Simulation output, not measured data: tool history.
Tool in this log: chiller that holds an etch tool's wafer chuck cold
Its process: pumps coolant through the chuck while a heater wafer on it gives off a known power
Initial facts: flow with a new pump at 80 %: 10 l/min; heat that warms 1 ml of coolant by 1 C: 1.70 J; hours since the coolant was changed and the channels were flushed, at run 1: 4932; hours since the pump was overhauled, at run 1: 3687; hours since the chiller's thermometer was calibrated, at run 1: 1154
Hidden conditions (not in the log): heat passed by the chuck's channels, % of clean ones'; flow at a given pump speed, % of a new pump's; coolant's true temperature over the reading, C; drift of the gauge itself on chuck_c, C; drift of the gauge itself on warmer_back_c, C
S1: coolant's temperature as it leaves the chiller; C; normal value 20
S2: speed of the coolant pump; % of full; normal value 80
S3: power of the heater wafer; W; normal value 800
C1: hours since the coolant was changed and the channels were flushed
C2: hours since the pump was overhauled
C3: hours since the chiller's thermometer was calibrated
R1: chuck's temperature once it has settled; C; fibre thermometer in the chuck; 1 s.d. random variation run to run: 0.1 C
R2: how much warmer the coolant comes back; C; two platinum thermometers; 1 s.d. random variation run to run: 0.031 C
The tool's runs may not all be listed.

{"run": 1, "hour": 0.0, "S1": 20, "S2": 80, "S3": 800, "C1": 4932, "C2": 3687, "C3": 1154, "R1": 26.9, "R2": 2.8}
{"run": 2, "hour": 66.3, "S1": 20, "S2": 80, "S3": 800, "C1": 4999, "C2": 3753, "C3": 1220, "R1": 27, "R2": 2.8}
{"run": 3, "hour": 137.7, "S1": 20, "S2": 80, "S3": 800, "C1": 5070, "C2": 3825, "C3": 1292, "R1": 26.9, "R2": 2.83}
{"run": 4, "hour": 239.0, "S1": 20, "S2": 80, "S3": 800, "C1": 5171, "C2": 3926, "C3": 1393, "R1": 27, "R2": 2.78}
{"run": 5, "hour": 367.2, "S1": 20, "S2": 80, "S3": 470, "C1": 5299, "C2": 4054, "C3": 1521, "R1": 24.2, "R2": 1.56}
{"run": 6, "hour": 502.6, "S1": 20, "S2": 79, "S3": 470, "C1": 5435, "C2": 4190, "C3": 1656, "R1": 24.1, "R2": 1.59}
{"run": 7, "hour": 597.1, "S1": 20, "S2": 79, "S3": 470, "C1": 5529, "C2": 4284, "C3": 1751, "R1": 24.2, "R2": 1.52}
{"run": 8, "hour": 685.7, "S1": 18, "S2": 84, "S3": 800, "C1": 5618, "C2": 4373, "C3": 1840, "R1": 24.5, "R2": 2.5}
{"run": 9, "hour": 837.1, "S1": 13, "S2": 92, "S3": 420, "C1": 5769, "C2": 4524, "C3": 1991, "R1": 16.2, "R2": 1.13}
{"run": 10, "hour": 924.6, "S1": 12, "S2": 80, "S3": 671, "C1": 5857, "C2": 4612, "C3": 2078, "R1": 17.6, "R2": 2.19}
{"hour": 939.3, "done": "chiller's thermometer calibrated"}
{"run": 11, "hour": 1019.3, "S1": 12, "S2": 80, "S3": 867, "C1": 5951, "C2": 4705, "C3": 80, "R1": 19.3, "R2": 2.83}
{"run": 12, "hour": 1145.5, "S1": 20, "S2": 82, "S3": 514, "C1": 6077, "C2": 4832, "C3": 206, "R1": 24.3, "R2": 1.52}

Forecast each of these 4 alternatives for the next run:
{"run": "A", "hour": 1224.7, "S1": 20, "S2": 76, "S3": 800, "C1": 6156, "C2": 4911, "C3": 285, "R1": "?", "R2": "?"}
{"run": "B", "hour": 1224.7, "S1": 23, "S2": 84, "S3": 835, "C1": 6156, "C2": 4911, "C3": 285, "R1": "?", "R2": "?"}
{"run": "C", "hour": 1224.7, "S1": 12, "S2": 76, "S3": 800, "C1": 6156, "C2": 4911, "C3": 285, "R1": "?", "R2": "?"}
{"run": "D", "hour": 1224.7, "S1": 23, "S2": 63, "S3": 907, "C1": 6156, "C2": 4911, "C3": 285, "R1": "?", "R2": "?"}

run=A R1=27.2 R2=2.71
run=B R1=30 R2=2.6
run=C R1=19.3 R2=2.77
run=D R1=33 R2=3.96
With the hidden condition removed and each run's random variation left untouched, the same runs would have given:
run=A R1=27.2 R2=2.95
run=B R1=30 R2=2.83
run=C R1=19.3 R2=3
run=D R1=33 R2=4.19

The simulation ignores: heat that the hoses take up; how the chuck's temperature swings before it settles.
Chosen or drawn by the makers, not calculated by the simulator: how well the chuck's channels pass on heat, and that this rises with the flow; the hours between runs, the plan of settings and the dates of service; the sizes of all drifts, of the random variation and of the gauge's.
